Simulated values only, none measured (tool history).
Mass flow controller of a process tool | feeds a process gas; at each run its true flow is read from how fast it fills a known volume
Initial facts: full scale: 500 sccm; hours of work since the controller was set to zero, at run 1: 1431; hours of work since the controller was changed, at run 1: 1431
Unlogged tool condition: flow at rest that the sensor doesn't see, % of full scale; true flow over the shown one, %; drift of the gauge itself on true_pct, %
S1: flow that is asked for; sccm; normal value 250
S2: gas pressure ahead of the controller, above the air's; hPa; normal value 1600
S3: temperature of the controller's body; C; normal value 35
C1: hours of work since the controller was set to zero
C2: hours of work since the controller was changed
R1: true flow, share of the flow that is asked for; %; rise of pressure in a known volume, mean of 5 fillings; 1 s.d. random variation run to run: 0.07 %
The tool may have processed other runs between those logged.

Run 1, hour 0: usual settings; C1 1431; C2 1431. Result: R1 97.43 %.
Run 2, hour 41: usual settings but S2 1790 hPa; C1 1454; C2 1454. Result: R1 97.69 %.
Run 3, hour 108: usual settings but S2 1790 hPa; C1 1492; C2 1492. Result: R1 97.68 %.
Run 4, hour 144.8: usual settings but S2 1790 hPa; C1 1513; C2 1513. Result: R1 97.56 %.
Run 5, hour 209.4: usual settings but S2 1790 hPa; C1 1550; C2 1550. Result: R1 97.76 %.
Run 6, hour 247.5: usual settings but S2 1790 hPa; C1 1572; C2 1572. Result: R1 97.77 %.
Run 7, hour 327.8: usual settings but S1 140 sccm; C1 1618; C2 1618. Result: R1 97.13 %.
Run 8, hour 379.8: usual settings but S2 2760 hPa; C1 1648; C2 1648. Result: R1 98.54 %.
Run 9, hour 442.3: usual settings but S2 2760 hPa; C1 1683; C2 1683. Result: R1 98.68 %.
Run 10, hour 518.9: usual settings; C1 1727; C2 1727. Result: R1 98.02 %.
Run 11, hour 577: usual settings; C1 1760; C2 1760. Result: R1 98.04 %.
Run 12, hour 655.7: usual settings but S2 1430 hPa; C1 1805; C2 1805. Result: R1 98.16 %.
Run 13, hour 710.4: usual settings but S2 1430 hPa; C1 1837; C2 1837. Result: R1 98.09 %.
Run 14, hour 745.1: usual settings but S1 75 sccm; C1 1856; C2 1856. Result: R1 97.42 %.
Run 15, hour 816.3: usual settings; C1 1897; C2 1897. Result: R1 98.52 %.
Run 16, hour 868.6: usual settings; C1 1927; C2 1927. Result: R1 98.37 %.
Run 17, hour 943.8: usual settings; C1 1970; C2 1970. Result: R1 98.55 %.
Run 18, hour 1009.9: usual settings; C1 2008; C2 2008. Result: R1 98.55 %.
Run 19, hour 1050.9: usual settings; C1 2031; C2 2031. Result: R1 98.57 %.
Run 20, hour 1086.1: usual settings; C1 2051; C2 2051. Result: R1 98.73 %.
Run 21, hour 1130.9: usual settings; C1 2077; C2 2077. Result: R1 98.84 %.
Run 22, hour 1197.7: usual settings but S3 34 C; C1 2115; C2 2115. Result: R1 98.98 %.
Run 23, hour 1273.9: usual settings but S1 55 sccm, S2 1550 hPa, S3 30 C; C1 2159; C2 2159. Result: R1 98.38 %.
Run 24, hour 1348.7: usual settings but S1 55 sccm, S2 1460 hPa, S3 21 C; C1 2201; C2 2201. Result: R1 99.17 %.
Run 25, hour 1424.6: usual settings but S1 135 sccm, S2 2360 hPa, S3 34 C; C1 2245; C2 2245. Result: R1 99 %.
Run 26, hour 1486.1: usual settings but S1 135 sccm, S2 2360 hPa, S3 34 C; C1 2280; C2 2280. Result: R1 99.07 %.
Run 27, hour 1535.3: usual settings but S1 327 sccm, S2 2510 hPa, S3 34 C; C1 2308; C2 2308. Result: R1 100.25 %.
At hour 1553.3: gauge calibrated.
Run 28, hour 1595.2: usual settings but S1 327 sccm, S2 2510 hPa, S3 34 C; C1 2342; C2 2342. Result: R1 98.49 %.
Run 29, hour 1674.9: usual settings but S1 176 sccm, S3 21 C; C1 2388; C2 2388. Result: R1 98.59 %.
Run 30, hour 1729: usual settings; C1 2419; C2 2419. Result: R1 97.79 %.
Run 31, hour 1804.8: usual settings but S1 332 sccm, S2 2290 hPa, S3 25 C; C1 2462; C2 2462. Result: R1 99.52 %.
Run 32, hour 1875.4: usual settings but S1 332 sccm, S2 2290 hPa, S3 25 C; C1 2502; C2 2502. Result: R1 99.68 %.
Run 33, hour 1917.6: usual settings but S1 91 sccm, S2 1700 hPa, S3 21 C; C1 2527; C2 2527. Result: R1 98.39 %.
Run 34, hour 1959.2: usual settings but S1 91 sccm, S2 1700 hPa, S3 21 C; C1 2550; C2 2550. Result: R1 98.39 %.
Run 35, hour 2006.1: usual settings but S1 91 sccm, S2 1700 hPa, S3 21 C; C1 2577; C2 2577. Result: R1 98.51 %.
Run 36, hour 2081.4: usual settings but S1 91 sccm, S2 1700 hPa, S3 21 C; C1 2620; C2 2620. Result: R1 98.65 %.
Run 37, hour 2140.5: usual settings but S1 91 sccm, S2 1700 hPa; C1 2654; C2 2654. Result: R1 97.32 %.
Run 38, hour 2181.6: usual settings but S1 60 sccm, S2 1590 hPa, S3 34 C; C1 2677; C2 2677. Result: R1 97.19 %.
Run 39, hour 2251: usual settings but S1 60 sccm, S2 1590 hPa, S3 34 C; C1 2717; C2 2717. Result: R1 97.45 %.
Run 40, hour 2307.1: usual settings but S1 145 sccm, S2 1630 hPa, S3 34 C; C1 2749; C2 2749. Result: R1 97.81 %.
Run 41, hour 2352.5: usual settings but S1 436 sccm, S2 2640 hPa, S3 39 C; C1 2775; C2 2775. Result: R1 99.71 %.
Run 42, hour 2425.4: usual settings but S1 85 sccm, S3 22 C; C1 2817; C2 2817. Result: R1 98.91 %.
Run 43, hour 2492: usual settings but S1 85 sccm, S3 22 C; C1 2855; C2 2855. Result: R1 98.8 %.

Forecast each of these 5 alternatives for the next run:
Run A, hour 2556.6: usual settings but S1 85 sccm, S2 2740 hPa, S3 22 C; C1 2892; C2 2892. Result: R1 ?.
Run B, hour 2556.6: usual settings but S1 56 sccm, S3 21 C; C1 2892; C2 2892. Result: R1 ?.
Run C, hour 2556.6: usual settings but S1 102 sccm, S3 22 C; C1 2892; C2 2892. Result: R1 ?.
Run D, hour 2556.6: usual settings but S1 491 sccm, S2 1490 hPa, S3 26 C; C1 2892; C2 2892. Result: R1 ?.
Run E, hour 2556.6: usual settings but S1 136 sccm, S2 1620 hPa; C1 2892; C2 2892. Result: R1 ?.

run      R1
  A   99.67
  B   98.91
  C   98.91
  D  100.55
  E   98.15
Without the tool's unlogged condition, the same runs would have read:
run     R1
  A  98.53
  B  97.79
  C  97.78
  D  99.39
  E  97.02
